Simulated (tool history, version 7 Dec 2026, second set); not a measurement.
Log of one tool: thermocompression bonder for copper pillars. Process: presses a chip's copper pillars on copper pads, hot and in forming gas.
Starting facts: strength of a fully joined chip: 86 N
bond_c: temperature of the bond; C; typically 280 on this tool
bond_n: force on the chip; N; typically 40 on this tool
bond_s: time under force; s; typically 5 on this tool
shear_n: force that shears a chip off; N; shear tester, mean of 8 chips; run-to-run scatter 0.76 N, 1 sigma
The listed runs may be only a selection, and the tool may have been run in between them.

run 1 day=0 | bond_c=280 bond_n=40 bond_s=5 | shear_n=50.6
run 2 day=0.571 | bond_c=280 bond_n=40 bond_s=12 | shear_n=64.3
run 3 day=1.229 | bond_c=280 bond_n=40 bond_s=12 | shear_n=66.3
run 4 day=1.6 | bond_c=280 bond_n=40 bond_s=12 | shear_n=64.9
run 5 day=2.004 | bond_c=280 bond_n=40 bond_s=15 | shear_n=68.5
run 6 day=2.571 | bond_c=280 bond_n=40 bond_s=15 | shear_n=65.7
run 7 day=2.954 | bond_c=280 bond_n=40 bond_s=15 | shear_n=67.6
run 8 day=3.3 | bond_c=280 bond_n=40 bond_s=15 | shear_n=67.5
run 9 day=3.692 | bond_c=299 bond_n=40 bond_s=7 | shear_n=66.5
run 10 day=4.162 | bond_c=299 bond_n=40 bond_s=7 | shear_n=67.4
run 11 day=4.546 | bond_c=280 bond_n=28 bond_s=13 | shear_n=48.3
run 12 day=5.092 | bond_c=294 bond_n=32 bond_s=5 | shear_n=48.9
run 13 day=5.679 | bond_c=273 bond_n=26 bond_s=13 | shear_n=41

Between the runs listed above, the log contained 1 entry, not reproduced here. Where in the sequence does each belong, and how does what the log doesn't record of the tool's condition differ from the listed run before to the listed run after?
Between runs 5 and 6: heater calibrated with a thermocouple chip (day 2.121)
  true temperature of the bond over the reading, C: -3.7 -> -5.2; oxide that the forming gas leaves, % of the face: 3.75 -> 3.87
  measured less the result without the state, shear_n: -4.7 -> -5.5 N
